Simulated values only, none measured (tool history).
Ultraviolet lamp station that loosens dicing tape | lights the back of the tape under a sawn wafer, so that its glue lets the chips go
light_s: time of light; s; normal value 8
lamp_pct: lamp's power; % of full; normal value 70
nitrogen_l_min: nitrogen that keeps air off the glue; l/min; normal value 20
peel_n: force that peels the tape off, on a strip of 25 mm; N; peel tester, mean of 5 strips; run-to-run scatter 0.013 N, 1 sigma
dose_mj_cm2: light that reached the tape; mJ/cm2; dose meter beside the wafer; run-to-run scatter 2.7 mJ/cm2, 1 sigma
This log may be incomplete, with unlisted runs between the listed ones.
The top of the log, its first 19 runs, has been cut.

run	day	light_s	lamp_pct	nitrogen_l_min	hours of work of the lamp	hours of work since the window was cleaned	peel_n	dose_mj_cm2
20	34.867	12	61	20	30	64	0.358	470
21	36.908	12	61	20	51	85	0.357	477
22	38.608	12	61	20	69	103	0.356	472
23	40.529	12	61	20	89	123	0.359	477
24	42.858	8	70	20	113	147	0.614	365
25	44.646	8	87	20	131	165	0.389	453
26	46.692	11	90	11	153	187	0.320	640
27	48.488	11	65	15	171	205	0.457	468
28	50.817	11	65	15	195	229	0.449	465
29	52.812	8	85	11	216	250	0.640	448
30	54.554	8	85	36	234	268	0.310	440
31	55.792	8	61	36	247	281	0.603	317
32	56.921	14	67	17	259	293	0.285	615
33	58.454	11	97	24	275	308	0.243	687
34	59.729	11	97	24	288	322	0.235	691
35	62.167	8	70	39	313	347	0.446	362
36	63.633	8	70	10	328	362	1.025	362
37	65.629	10	66	35	349	383	0.336	432
# day 67.150: window cleaned of glue's vapour
38	67.650	4	90	14	370	5	1.821	233
39	69.838	6	77	20	392	28	0.934	300
40	71.279	6	77	20	407	43	0.946	299
41	72.458	4	77	20	419	55	2.005	199
42	74.162	4	77	20	437	73	1.950	194
43	76.150	4	70	20	458	93	2.247	184

4 ways to go on from here, each from the tool as it stands after run 43. What would each give?
A	78.304	4	68	18	480	116	?	?
B	78.304	4	63	10	480	116	?	?
C	78.304	10	71	10	480	116	?	?
D	78.304	4	70	13	480	116	?	?

run	peel_n	dose_mj_cm2
A	2.469	179
B	3.439	163
C	0.593	461
D	2.600	182
Had the tool no hidden state, the same runs would have come out as:
run	peel_n	dose_mj_cm2
A	2.462	180
B	3.432	163
C	0.591	462
D	2.593	183

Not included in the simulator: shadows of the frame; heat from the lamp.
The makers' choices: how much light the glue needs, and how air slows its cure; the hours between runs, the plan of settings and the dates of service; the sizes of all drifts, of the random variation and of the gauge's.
